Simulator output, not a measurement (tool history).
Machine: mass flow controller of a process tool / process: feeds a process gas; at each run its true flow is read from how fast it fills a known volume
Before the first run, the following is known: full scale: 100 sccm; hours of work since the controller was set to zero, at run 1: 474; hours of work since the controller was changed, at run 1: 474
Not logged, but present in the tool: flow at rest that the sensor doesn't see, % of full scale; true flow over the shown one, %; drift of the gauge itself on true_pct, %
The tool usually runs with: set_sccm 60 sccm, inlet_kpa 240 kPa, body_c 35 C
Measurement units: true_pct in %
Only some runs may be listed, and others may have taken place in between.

run   hour  set_sccm  inlet_kpa  body_c  hours of work since the controller was set to zero  hours of work since the controller was changed  true_pct
  1      0        60        240      35                                                 474                                             474     99.22
  2   79.7        60        240      35                                                 519                                             519     99.17
  3  153.1        60        240      36                                                 561                                             561     99.25
  4  196.6        60        240      36                                                 585                                             585     99.45
  5    289        60        240      36                                                 638                                             638     99.47
  6  340.3        60        240      36                                                 667                                             667     99.45
  7  403.3        60        240      36                                                 702                                             702     99.48
  8  498.6        60        240      36                                                 756                                             756     99.56
  9  569.9        60        240      36                                                 797                                             797     99.69
 10  669.8        60        240      36                                                 853                                             853     99.75
 11  760.6        60        240      36                                                 905                                             905     99.78
 12  829.3        60        177      33                                                 944                                             944      99.7

Run 13, settings as shown, results not yet in. Your forecast:
 13  930.2        89        188      36                                                1001                                            1001         ?

true_pct: 100.29 %
If the tool had no hidden condition, the same run with the same run-to-run variation would have returned true_pct 99.46 %.
